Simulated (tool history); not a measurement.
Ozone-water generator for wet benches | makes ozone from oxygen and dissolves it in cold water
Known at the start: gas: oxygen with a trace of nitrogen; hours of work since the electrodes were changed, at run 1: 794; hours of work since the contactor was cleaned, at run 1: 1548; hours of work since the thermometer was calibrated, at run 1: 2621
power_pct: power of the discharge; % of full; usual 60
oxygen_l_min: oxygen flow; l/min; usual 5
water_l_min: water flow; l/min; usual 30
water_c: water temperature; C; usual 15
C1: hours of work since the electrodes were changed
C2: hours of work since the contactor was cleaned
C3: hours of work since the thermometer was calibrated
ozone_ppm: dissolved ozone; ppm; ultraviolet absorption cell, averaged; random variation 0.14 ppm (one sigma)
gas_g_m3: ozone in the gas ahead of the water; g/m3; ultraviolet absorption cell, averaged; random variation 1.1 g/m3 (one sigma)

Run 1, hour 0: usual settings; C1 794; C2 1548; C3 2621. Result: ozone_ppm 18.2 ppm, gas_g_m3 198.2 g/m3.
Run 2, hour 21.6: usual settings; C1 813; C2 1568; C3 2640. Result: ozone_ppm 18 ppm, gas_g_m3 198.8 g/m3.
Run 3, hour 35.5: usual settings but water_c 10 C; C1 825; C2 1580; C3 2652. Result: ozone_ppm 18.9 ppm, gas_g_m3 199.3 g/m3.
Run 4, hour 55.7: usual settings but water_c 10 C; C1 843; C2 1598; C3 2670. Result: ozone_ppm 19.4 ppm, gas_g_m3 197.7 g/m3.
Run 5, hour 76.8: usual settings but water_c 10 C; C1 862; C2 1617; C3 2689. Result: ozone_ppm 18.8 ppm, gas_g_m3 199 g/m3.
Run 6, hour 94.1: usual settings but water_c 10 C; C1 877; C2 1632; C3 2704. Result: ozone_ppm 19 ppm, gas_g_m3 198.9 g/m3.
Run 7, hour 126.3: usual settings but water_c 10 C; C1 906; C2 1660; C3 2733. Result: ozone_ppm 18.9 ppm, gas_g_m3 199.4 g/m3.
Run 8, hour 157.6: usual settings but water_c 10 C; C1 934; C2 1688; C3 2761. Result: ozone_ppm 19.2 ppm, gas_g_m3 198.6 g/m3.
Run 9, hour 186.3: usual settings; C1 959; C2 1714; C3 2786. Result: ozone_ppm 17.9 ppm, gas_g_m3 197.9 g/m3.
Run 10, hour 208: usual settings; C1 978; C2 1733; C3 2805. Result: ozone_ppm 18 ppm, gas_g_m3 197.5 g/m3.
Run 11, hour 235.3: usual settings; C1 1002; C2 1757; C3 2829. Result: ozone_ppm 18 ppm, gas_g_m3 197.2 g/m3.
Run 12, hour 249.8: usual settings but power_pct 48 % of full; C1 1015; C2 1770; C3 2842. Result: ozone_ppm 14.6 ppm, gas_g_m3 161.5 g/m3.
At hour 252.6: water thermometer calibrated.
Run 13, hour 282.6: usual settings but power_pct 48 % of full; C1 1044; C2 1799; C3 27. Result: ozone_ppm 14.6 ppm, gas_g_m3 160.9 g/m3.
Run 14, hour 314: usual settings but oxygen_l_min 3.22 l/min; C1 1072; C2 1826; C3 54. Result: ozone_ppm 15.8 ppm, gas_g_m3 241.3 g/m3.
Run 15, hour 330.5: usual settings but oxygen_l_min 3.22 l/min; C1 1086; C2 1841; C3 69. Result: ozone_ppm 16 ppm, gas_g_m3 240.7 g/m3.
At hour 340.7: water thermometer calibrated, once more.
Run 16, hour 352.7: usual settings but water_c 21 C; C1 1106; C2 1860; C3 11. Result: ozone_ppm 16.9 ppm, gas_g_m3 195.5 g/m3.
Run 17, hour 379.7: usual settings but water_c 21 C; C1 1130; C2 1884; C3 35. Result: ozone_ppm 16.6 ppm, gas_g_m3 198.2 g/m3.
Run 18, hour 411.5: usual settings but power_pct 86 % of full, oxygen_l_min 3.47 l/min, water_l_min 43 l/min, water_c 7 C; C1 1158; C2 1912; C3 63. Result: ozone_ppm 16.4 ppm, gas_g_m3 322.2 g/m3.
Run 19, hour 433.9: usual settings but power_pct 64 % of full, oxygen_l_min 8.02 l/min, water_c 12 C; C1 1178; C2 1932; C3 83. Result: ozone_ppm 21.6 ppm, gas_g_m3 171.7 g/m3.
Run 20, hour 459.8: usual settings but power_pct 64 % of full, oxygen_l_min 8.02 l/min, water_c 12 C; C1 1201; C2 1955; C3 106. Result: ozone_ppm 21.7 ppm, gas_g_m3 170.2 g/m3.
Run 21, hour 477: usual settings but power_pct 52 % of full, oxygen_l_min 4.23 l/min, water_l_min 25 l/min, water_c 21 C; C1 1216; C2 1971; C3 121. Result: ozone_ppm 16.5 ppm, gas_g_m3 188.1 g/m3.
Run 22, hour 496.2: usual settings but power_pct 85 % of full, oxygen_l_min 5.81 l/min, water_l_min 22 l/min, water_c 10 C; C1 1233; C2 1988; C3 138. Result: ozone_ppm 34.8 ppm, gas_g_m3 253 g/m3.
Run 23, hour 519.9: usual settings but power_pct 63 % of full, oxygen_l_min 2.92 l/min, water_l_min 43 l/min; C1 1254; C2 2009; C3 159. Result: ozone_ppm 11 ppm, gas_g_m3 262.2 g/m3.
Run 24, hour 535.1: usual settings but power_pct 63 % of full, oxygen_l_min 2.92 l/min, water_l_min 43 l/min; C1 1267; C2 2022; C3 172. Result: ozone_ppm 10.9 ppm, gas_g_m3 261 g/m3.
Run 25, hour 563.7: usual settings but oxygen_l_min 3.23 l/min, water_c 10 C; C1 1293; C2 2047; C3 198. Result: ozone_ppm 16.3 ppm, gas_g_m3 239 g/m3.
Run 26, hour 582: usual settings but water_l_min 43 l/min, water_c 12 C; C1 1309; C2 2064; C3 214. Result: ozone_ppm 12.9 ppm, gas_g_m3 199 g/m3.
Run 27, hour 604: usual settings but power_pct 92 % of full, oxygen_l_min 4.73 l/min, water_l_min 20 l/min, water_c 11 C; C1 1329; C2 2083; C3 233. Result: ozone_ppm 38.7 ppm, gas_g_m3 297.6 g/m3.
Run 28, hour 627.4: usual settings but power_pct 92 % of full, oxygen_l_min 4.73 l/min, water_l_min 20 l/min, water_c 11 C; C1 1349; C2 2104; C3 254. Result: ozone_ppm 38.2 ppm, gas_g_m3 294.3 g/m3.
Run 29, hour 641.5: usual settings but power_pct 92 % of full, oxygen_l_min 4.73 l/min, water_l_min 20 l/min, water_c 11 C; C1 1362; C2 2116; C3 267. Result: ozone_ppm 38.4 ppm, gas_g_m3 298.2 g/m3.
Run 30, hour 671.6: usual settings but oxygen_l_min 5.49 l/min, water_c 8 C; C1 1388; C2 2143; C3 293. Result: ozone_ppm 19.7 ppm, gas_g_m3 189.5 g/m3.
Run 31, hour 688.3: usual settings but power_pct 76 % of full, oxygen_l_min 7.17 l/min, water_c 9 C; C1 1403; C2 2158; C3 308. Result: ozone_ppm 25.4 ppm, gas_g_m3 210.5 g/m3.
Run 32, hour 705.5: usual settings but power_pct 97 % of full, oxygen_l_min 6.16 l/min, water_l_min 23 l/min, water_c 9 C; C1 1418; C2 2173; C3 323. Result: ozone_ppm 38.2 ppm, gas_g_m3 276.8 g/m3.

The same runs without the tool's hidden state, with the same run-to-run variation:
The hidden state here: yield of the discharge, % of new electrodes'; contactor's efficiency, % of a clean one's; true water temperature over the reading, C; drift of the gauge itself on ozone_ppm, %; drift of the gauge itself on gas_g_m3, %.
run  ozone_ppm  gas_g_m3
  1       18.6     200.7
  2       18.3     201.3
  3       19.3     201.8
  4       19.8     200.3
  5       19.2     201.7
  6       19.5     201.7
  7       19.3     202.2
  8       19.6     201.4
  9       18.4     200.8
 10       18.5     200.5
 11       18.5     200.2
 12       14.9     163.4
 13       14.9     162.8
 14       16.2     245.3
 15       16.4     244.7
 16       17.3     198.8
 17         17     201.6
 18       16.9     330.2
 19       22.2       175
 20       22.4     173.5
 21       16.9     191.1
 22         36     259.5
 23       11.4     267.5
 24       11.3     266.3
 25       16.8     243.7
 26       13.3     202.9
 27       40.2     306.5
 28       39.7     303.1
 29       39.9     307.3
 30       20.3     193.5
 31       26.3     216.2
 32       39.8     285.8
